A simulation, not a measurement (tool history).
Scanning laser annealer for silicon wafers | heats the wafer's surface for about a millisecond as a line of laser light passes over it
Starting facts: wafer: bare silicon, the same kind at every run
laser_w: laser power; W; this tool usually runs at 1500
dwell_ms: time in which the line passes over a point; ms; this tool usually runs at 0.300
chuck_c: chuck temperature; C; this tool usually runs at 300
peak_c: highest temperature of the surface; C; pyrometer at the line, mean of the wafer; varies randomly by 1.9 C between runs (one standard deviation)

{"run": 1, "hour": 0.0, "laser_w": 1500, "dwell_ms": 0.3, "chuck_c": 300, "peak_c": 1079}
{"run": 2, "hour": 33.3, "laser_w": 1500, "dwell_ms": 0.3, "chuck_c": 300, "peak_c": 1073}
{"run": 3, "hour": 69.9, "laser_w": 1500, "dwell_ms": 0.3, "chuck_c": 300, "peak_c": 1075}
{"run": 4, "hour": 124.6, "laser_w": 1527, "dwell_ms": 0.3, "chuck_c": 300, "peak_c": 1086}
{"hour": 153.7, "done": "window over the wafer cleaned"}
{"run": 5, "hour": 181.7, "laser_w": 1287, "dwell_ms": 0.3, "chuck_c": 300, "peak_c": 953}
{"run": 6, "hour": 223.8, "laser_w": 1287, "dwell_ms": 0.3, "chuck_c": 300, "peak_c": 952}
{"run": 7, "hour": 258.2, "laser_w": 1287, "dwell_ms": 0.3, "chuck_c": 300, "peak_c": 951}
{"run": 8, "hour": 299.1, "laser_w": 1287, "dwell_ms": 0.3, "chuck_c": 300, "peak_c": 955}
{"run": 9, "hour": 348.1, "laser_w": 1500, "dwell_ms": 0.35, "chuck_c": 300, "peak_c": 1139}
{"run": 10, "hour": 426.4, "laser_w": 1500, "dwell_ms": 0.35, "chuck_c": 300, "peak_c": 1139}
{"run": 11, "hour": 476.5, "laser_w": 1500, "dwell_ms": 0.3, "chuck_c": 325, "peak_c": 1110}
{"run": 12, "hour": 536.2, "laser_w": 1500, "dwell_ms": 0.3, "chuck_c": 325, "peak_c": 1110}
{"run": 13, "hour": 571.8, "laser_w": 1521, "dwell_ms": 0.3, "chuck_c": 300, "peak_c": 1095}
{"run": 14, "hour": 639.1, "laser_w": 1521, "dwell_ms": 0.3, "chuck_c": 300, "peak_c": 1094}
{"run": 15, "hour": 674.5, "laser_w": 1521, "dwell_ms": 0.3, "chuck_c": 300, "peak_c": 1093}
{"run": 16, "hour": 723.6, "laser_w": 1521, "dwell_ms": 0.3, "chuck_c": 300, "peak_c": 1091}
{"run": 17, "hour": 764.9, "laser_w": 1521, "dwell_ms": 0.3, "chuck_c": 300, "peak_c": 1089}
{"run": 18, "hour": 838.6, "laser_w": 1500, "dwell_ms": 0.3, "chuck_c": 300, "peak_c": 1077}
{"run": 19, "hour": 901.6, "laser_w": 1500, "dwell_ms": 0.3, "chuck_c": 300, "peak_c": 1073}
{"run": 20, "hour": 955.5, "laser_w": 1500, "dwell_ms": 0.3, "chuck_c": 300, "peak_c": 1070}
{"run": 21, "hour": 991.3, "laser_w": 1500, "dwell_ms": 0.3, "chuck_c": 334, "peak_c": 1103}
{"run": 22, "hour": 1039.3, "laser_w": 1500, "dwell_ms": 0.347, "chuck_c": 285, "peak_c": 1104}
{"hour": 1111.8, "done": "optics aligned, line set to its width"}
{"run": 23, "hour": 1112.1, "laser_w": 1297, "dwell_ms": 0.356, "chuck_c": 277, "peak_c": 990}
{"run": 24, "hour": 1183.1, "laser_w": 1302, "dwell_ms": 0.211, "chuck_c": 260, "peak_c": 832}
{"run": 25, "hour": 1214.8, "laser_w": 1302, "dwell_ms": 0.211, "chuck_c": 288, "peak_c": 861}
{"run": 26, "hour": 1289.1, "laser_w": 1302, "dwell_ms": 0.211, "chuck_c": 288, "peak_c": 860}
{"run": 27, "hour": 1365.8, "laser_w": 1384, "dwell_ms": 0.3, "chuck_c": 300, "peak_c": 1013}
{"run": 28, "hour": 1398.2, "laser_w": 1384, "dwell_ms": 0.356, "chuck_c": 336, "peak_c": 1099}
{"hour": 1461.1, "done": "window over the wafer cleaned"}
{"run": 29, "hour": 1470.0, "laser_w": 1451, "dwell_ms": 0.325, "chuck_c": 336, "peak_c": 1132}
{"run": 30, "hour": 1507.6, "laser_w": 1318, "dwell_ms": 0.325, "chuck_c": 263, "peak_c": 966}
{"run": 31, "hour": 1562.4, "laser_w": 1373, "dwell_ms": 0.3, "chuck_c": 268, "peak_c": 980}
{"run": 32, "hour": 1612.0, "laser_w": 1500, "dwell_ms": 0.3, "chuck_c": 307, "peak_c": 1102}
{"run": 33, "hour": 1676.0, "laser_w": 1500, "dwell_ms": 0.3, "chuck_c": 307, "peak_c": 1100}
{"run": 34, "hour": 1719.7, "laser_w": 1500, "dwell_ms": 0.28, "chuck_c": 300, "peak_c": 1067}
{"run": 35, "hour": 1752.3, "laser_w": 1458, "dwell_ms": 0.378, "chuck_c": 274, "peak_c": 1118}
{"run": 36, "hour": 1797.1, "laser_w": 1406, "dwell_ms": 0.249, "chuck_c": 274, "peak_c": 948}
{"run": 37, "hour": 1839.1, "laser_w": 1406, "dwell_ms": 0.249, "chuck_c": 274, "peak_c": 948}
{"run": 38, "hour": 1875.3, "laser_w": 1577, "dwell_ms": 0.258, "chuck_c": 282, "peak_c": 1069}
{"run": 39, "hour": 1952.8, "laser_w": 1577, "dwell_ms": 0.258, "chuck_c": 335, "peak_c": 1121}
{"run": 40, "hour": 1998.8, "laser_w": 1461, "dwell_ms": 0.3, "chuck_c": 327, "peak_c": 1087}
{"run": 41, "hour": 2038.6, "laser_w": 1461, "dwell_ms": 0.3, "chuck_c": 327, "peak_c": 1089}

Here are 3 independent what-if runs from the current tool condition. What would each one return?
{"run": "A", "hour": 2079.2, "laser_w": 1300, "dwell_ms": 0.337, "chuck_c": 280, "peak_c": "?"}
{"run": "B", "hour": 2079.2, "laser_w": 1461, "dwell_ms": 0.281, "chuck_c": 293, "peak_c": "?"}
{"run": "C", "hour": 2079.2, "laser_w": 1337, "dwell_ms": 0.274, "chuck_c": 298, "peak_c": "?"}

run=A peak_c=969
run=B peak_c=1027
run=C peak_c=948
Stripped of hidden state, with their random variation kept, the same runs would have yielded:
run=A peak_c=997
run=B peak_c=1057
run=C peak_c=975
